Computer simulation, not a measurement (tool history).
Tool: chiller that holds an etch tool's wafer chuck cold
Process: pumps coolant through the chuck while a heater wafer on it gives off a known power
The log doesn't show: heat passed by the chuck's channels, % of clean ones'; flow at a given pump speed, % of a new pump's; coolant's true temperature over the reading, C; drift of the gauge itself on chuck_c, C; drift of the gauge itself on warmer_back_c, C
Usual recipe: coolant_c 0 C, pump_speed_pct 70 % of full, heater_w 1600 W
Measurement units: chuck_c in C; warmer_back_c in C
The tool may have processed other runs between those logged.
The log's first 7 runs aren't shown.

| run | hour | coolant_c | pump_speed_pct | heater_w | hours since the coolant was changed and the channels were flushed | hours since the pump was overhauled | hours since the chiller's thermometer was calibrated | chuck_c | warmer_back_c |
|---|---|---|---|---|---|---|---|---|---|
| 8 | 208.4 | 0 | 70 | 1600 | 2172 | 804 | 1357 | 14 | 7.37 |
| 9 | 234.2 | 0 | 70 | 1600 | 2197 | 830 | 1383 | 14.2 | 7.38 |
| 10 | 265.4 | 0 | 70 | 1600 | 2229 | 861 | 1414 | 14.2 | 7.46 |
| 11 | 287.1 | 0 | 70 | 1600 | 2250 | 883 | 1436 | 14.3 | 7.43 |
| 12 | 306.9 | 0 | 70 | 1600 | 2270 | 903 | 1456 | 14.3 | 7.48 |
| 13 | 337.4 | 0 | 70 | 1600 | 2301 | 933 | 1486 | 14.2 | 7.43 |
| 14 | 361.5 | 0 | 70 | 1600 | 2325 | 957 | 1510 | 14.3 | 7.43 |
| 15 | 395.8 | 0 | 70 | 1333 | 2359 | 992 | 1545 | 11.8 | 6.23 |
| 16 | 412.9 | 0 | 70 | 1333 | 2376 | 1009 | 1562 | 11.9 | 6.24 |
| 17 | 444.6 | 0 | 86 | 1123 | 2408 | 1041 | 1593 | 8.3 | 4.16 |
| 18 | 467.6 | -4 | 76 | 1600 | 2431 | 1064 | 1616 | 9.1 | 6.83 |
| 19 | 498.6 | 0 | 89 | 2000 | 2462 | 1095 | 1647 | 14.6 | 7.26 |
| 20 | 516.9 | 0 | 91 | 910 | 2480 | 1113 | 1666 | 6.4 | 3.29 |
| 21 | 549.3 | 0 | 91 | 910 | 2512 | 1145 | 1698 | 6.3 | 3.26 |
| 22 | 569.1 | -9 | 79 | 1067 | 2532 | 1165 | 1718 | -0.3 | 4.43 |
| 23 | 594.8 | 0 | 70 | 1611 | 2558 | 1191 | 1744 | 14.5 | 7.52 |
| 24 | 629.9 | 0 | 82 | 1611 | 2593 | 1226 | 1779 | 12.6 | 6.43 |
| 25 | 648.2 | 0 | 69 | 1611 | 2611 | 1244 | 1797 | 14.6 | 7.67 |
| 26 | 675.5 | -6 | 70 | 1611 | 2639 | 1271 | 1824 | 8.5 | 7.5 |
| 27 | 702.9 | -7 | 70 | 1280 | 2666 | 1299 | 1852 | 4.3 | 6.03 |
| 28 | 720.4 | -7 | 70 | 1280 | 2684 | 1316 | 1869 | 4.5 | 5.98 |
| 29 | 753.8 | -6 | 73 | 1718 | 2717 | 1350 | 1903 | 8.8 | 7.64 |
| 30 | 790.9 | -6 | 73 | 1651 | 2754 | 1387 | 1940 | 8.3 | 7.38 |
| 31 | 815.4 | -6 | 66 | 2301 | 2779 | 1411 | 1964 | 16 | 11.4 |

Predict each of these 3 candidate next runs independently; none follows another, all start after run 31:
| A | 841.2 | 0 | 71 | 884 | 2804 | 1437 | 1990 | ? | ? |
| B | 841.2 | -6 | 66 | 1084 | 2804 | 1437 | 1990 | ? | ? |
| C | 841.2 | -6 | 84 | 2301 | 2804 | 1437 | 1990 | ? | ? |

| run | chuck_c | warmer_back_c |
|---|---|---|
| A | 7.8 | 4.04 |
| B | 4.1 | 5.42 |
| C | 11.9 | 8.93 |
The same runs, with their run-to-run variation unchanged, on a tool lacking any hidden condition would have given:
| run | chuck_c | warmer_back_c |
|---|---|---|
| A | 7.3 | 3.92 |
| B | 3.4 | 5.27 |
| C | 10.5 | 8.68 |
